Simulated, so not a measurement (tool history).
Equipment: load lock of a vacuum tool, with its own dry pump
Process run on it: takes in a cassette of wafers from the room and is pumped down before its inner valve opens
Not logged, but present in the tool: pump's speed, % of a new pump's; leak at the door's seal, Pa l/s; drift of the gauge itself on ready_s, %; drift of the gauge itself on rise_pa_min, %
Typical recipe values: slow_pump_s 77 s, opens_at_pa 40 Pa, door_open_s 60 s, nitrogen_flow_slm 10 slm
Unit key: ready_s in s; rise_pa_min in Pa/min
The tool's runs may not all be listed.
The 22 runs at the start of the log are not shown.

run    hour  slow_pump_s  opens_at_pa  door_open_s  nitrogen_flow_slm  hours that the pump has run since its overhaul  times that the door has closed on its seal  incoming humidity of the room's air, %  ready_s  rise_pa_min
 23  4208.8          135           68           60                 10                                            3827                                        6855                                    45.4    168.9        0.056
 24  4356.9           69           77           60                 13                                            3975                                        7295                                    45.6    113.7        0.048
 25  4538.2           42           77           60                 13                                            4156                                        7834                                    46.0     92.8        0.042
 26  4786.0           77           73           48                 10                                            4404                                        8570                                    44.6    123.1        0.046
 27  4933.9           59           58           48                 10                                            4552                                        9009                                    46.1    109.8        0.049
 28  5133.5           59           54           48                 10                                            4751                                        9602                                    46.5    108.9        0.047
 29  5373.0           59           54           48                 10                                            4991                                       10313                                    44.2    110.0        0.049
 30  5618.6           93           47          195                  9                                            5236                                       11042                                    45.7    139.9        0.115
 31  5794.3           93           47          195                  9                                            5412                                       11564                                    46.2    138.8        0.116
 32  5951.0           93           47          195                  9                                            5569                                       12030                                    43.2    139.8        0.103
 33  6197.4           68           40           60                 17                                            5815                                       12762                                    46.9    119.4        0.046
 34  6400.9           77           73          178                 10                                            6019                                       13366                                    47.4    121.6        0.110
 35  6579.1           58           40          104                 10                                            6197                                       13895                                    47.4    112.3        0.074
 36  6716.8           77           77           60                 42                                            6335                                       14304                                    41.0    120.7        0.020

What if the next run were any one of these 5? Each begins from the tool's condition after run 36:
  A  6903.2           77           51           60                 42                                            6521                                       14858                                    42.6        ?            ?
  B  6903.2           77           38           39                  4                                            6521                                       14858                                    45.8        ?            ?
  C  6903.2           68           39           45                 42                                            6521                                       14858                                    44.2        ?            ?
  D  6903.2           77           31           60                 42                                            6521                                       14858                                    42.4        ?            ?
  E  6903.2           77           77          231                 42                                            6521                                       14858                                    44.2        ?            ?

run  ready_s  rise_pa_min
  A    125.3        0.033
  B    129.4        0.054
  C    120.0        0.023
  D    128.8        0.024
  E    122.8        0.060
With the hidden condition removed and each run's random variation left untouched, the same runs would have given:
run  ready_s  rise_pa_min
  A    125.2        0.033
  B    129.3        0.054
  C    119.9        0.023
  D    128.8        0.023
  E    122.8        0.059
